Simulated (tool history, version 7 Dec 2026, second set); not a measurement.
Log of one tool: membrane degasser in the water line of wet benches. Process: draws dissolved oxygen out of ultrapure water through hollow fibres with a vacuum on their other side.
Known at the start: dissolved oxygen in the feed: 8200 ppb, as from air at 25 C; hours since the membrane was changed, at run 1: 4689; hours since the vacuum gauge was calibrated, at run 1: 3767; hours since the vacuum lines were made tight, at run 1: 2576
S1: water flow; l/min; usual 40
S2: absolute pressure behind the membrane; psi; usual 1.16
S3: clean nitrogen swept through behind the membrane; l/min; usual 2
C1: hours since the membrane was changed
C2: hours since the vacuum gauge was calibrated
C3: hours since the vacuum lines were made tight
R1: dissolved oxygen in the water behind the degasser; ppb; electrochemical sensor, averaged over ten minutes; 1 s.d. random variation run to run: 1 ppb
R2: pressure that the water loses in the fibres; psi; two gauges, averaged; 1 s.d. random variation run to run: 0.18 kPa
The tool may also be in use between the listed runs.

run	day	S1	S2	S3	C1	C2	C3	R1	R2
1	0	40	1.16	2	4689	3767	2576	210.8	4.541
2	9.025	40	1.16	2	4905	3984	2792	213.6	4.569
3	18.888	40	1.16	2	5142	4221	3029	214.1	4.595
4	24.204	40	1.16	0.88	5270	4348	3156	410.1	4.482
5	36.433	40	1.16	0.88	5563	4642	3450	411.5	4.532
# day 38.092: vacuum gauge calibrated
6	44.538	64	1.16	2	5757	155	3644	329.8	7.271
7	53.133	64	1.16	2	5964	361	3850	330.4	7.233
8	65.883	40	1.466	2	6270	667	4156	302	4.561
9	76.346	40	1.742	2	6521	918	4407	377.7	4.543
10	86.617	40	1.742	2	6767	1165	4654	377	4.548
11	97.012	40	1.16	4.38	7017	1414	4903	104.8	4.566
12	107.55	40	1.16	4.38	7270	1667	5156	104.9	4.574
13	118.875	40	2.484	4.38	7541	1939	5428	291.9	4.563
14	125.367	40	1.16	2.92	7697	2095	5584	151.3	4.543
15	136.575	40	1.16	2.92	7966	2364	5853	151	4.534
16	146.808	35	1.001	2.98	8212	2609	6099	101.9	3.986

Consider 5 possible next runs. They are alternatives, not a sequence: every one starts from the tool as it was left by run 16. What does each give?
A	158.867	42	0.773	4.17	8501	2899	6388	?	?
B	158.867	28	1.964	1.27	8501	2899	6388	?	?
C	158.867	60	1.16	2	8501	2899	6388	?	?
D	158.867	35	0.976	5.57	8501	2899	6388	?	?
E	158.867	54	1.26	0.94	8501	2899	6388	?	?

run	R1	R2
A	53.6	4.791
B	471.4	3.181
C	308	6.852
D	54.8	4.007
E	550.4	6.123
Without the tool's hidden state the same runs would have given:
run	R1	R2
A	54.3	4.786
B	477.5	3.178
C	311.9	6.843
D	55.5	4.003
E	557.6	6.118

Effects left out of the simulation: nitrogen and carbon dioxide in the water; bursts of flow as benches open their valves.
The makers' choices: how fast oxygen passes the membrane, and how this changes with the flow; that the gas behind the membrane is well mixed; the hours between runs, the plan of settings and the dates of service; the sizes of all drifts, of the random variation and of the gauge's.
